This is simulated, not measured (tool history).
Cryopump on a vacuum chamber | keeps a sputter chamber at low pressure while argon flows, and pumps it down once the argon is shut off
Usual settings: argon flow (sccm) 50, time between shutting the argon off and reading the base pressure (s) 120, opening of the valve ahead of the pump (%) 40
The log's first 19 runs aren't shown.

run	day	argon flow (sccm)	time between shutting the argon off and reading the base pressure (s)	opening of the valve ahead of the pump (%)	hours of work since the pump was warmed up and emptied	hours of work since the cold head was overhauled	hours of work since the chamber's fittings were tightened	pressure while argon flows (Pa)	pressure after the wait (uPa)
20	30.533	65	120	35	985	985	2493	0.2184	2.87
21	32.054	29	23	33	1007	1007	2516	0.1028	3.85
22	33.221	29	23	33	1025	1025	2533	0.1031	3.85
23	35.175	50	85	40	1054	1054	2562	0.1493	3.04
24	37.329	50	85	40	1086	1086	2594	0.1506	3.03
25	38.779	40	98	56	1107	1107	2616	0.0898	3.09
26	40.071	27	225	31	1126	1126	2635	0.1038	2.90
27	42.321	27	225	31	1160	1160	2668	0.1022	2.97
28	43.317	47	120	50	1175	1175	2683	0.1157	3.19
# day 44.862: pump warmed up, emptied and cooled again
29	45.804	47	120	50	14	1208	2717	0.1030	2.53
30	47.096	65	120	43	33	1228	2736	0.1673	2.58
31	48.567	30	52	43	55	1249	2758	0.0769	2.86
32	50.408	30	52	43	82	1277	2785	0.0776	2.90
33	52.562	76	47	50	114	1309	2817	0.1699	2.96
34	54.671	50	32	45	146	1340	2849	0.1244	3.29
35	56.033	91	120	40	166	1360	2869	0.2558	2.69

Branching from run 35: 3 alternative next runs. What would each branch give?
A	58.342	73	48	54	200	1395	2903	?	?
B	58.342	80	42	26	200	1395	2903	?	?
C	58.342	22	43	50	200	1395	2903	?	?

run	pressure while argon flows (Pa)	pressure after the wait (uPa)
A	0.1525	3.13
B	0.3436	3.19
C	0.0496	3.12
The same runs, with their run-to-run variation unchanged, on a tool lacking any hidden condition would have given:
run	pressure while argon flows (Pa)	pressure after the wait (uPa)
A	0.1488	0.78
B	0.3394	0.87
C	0.0484	0.82
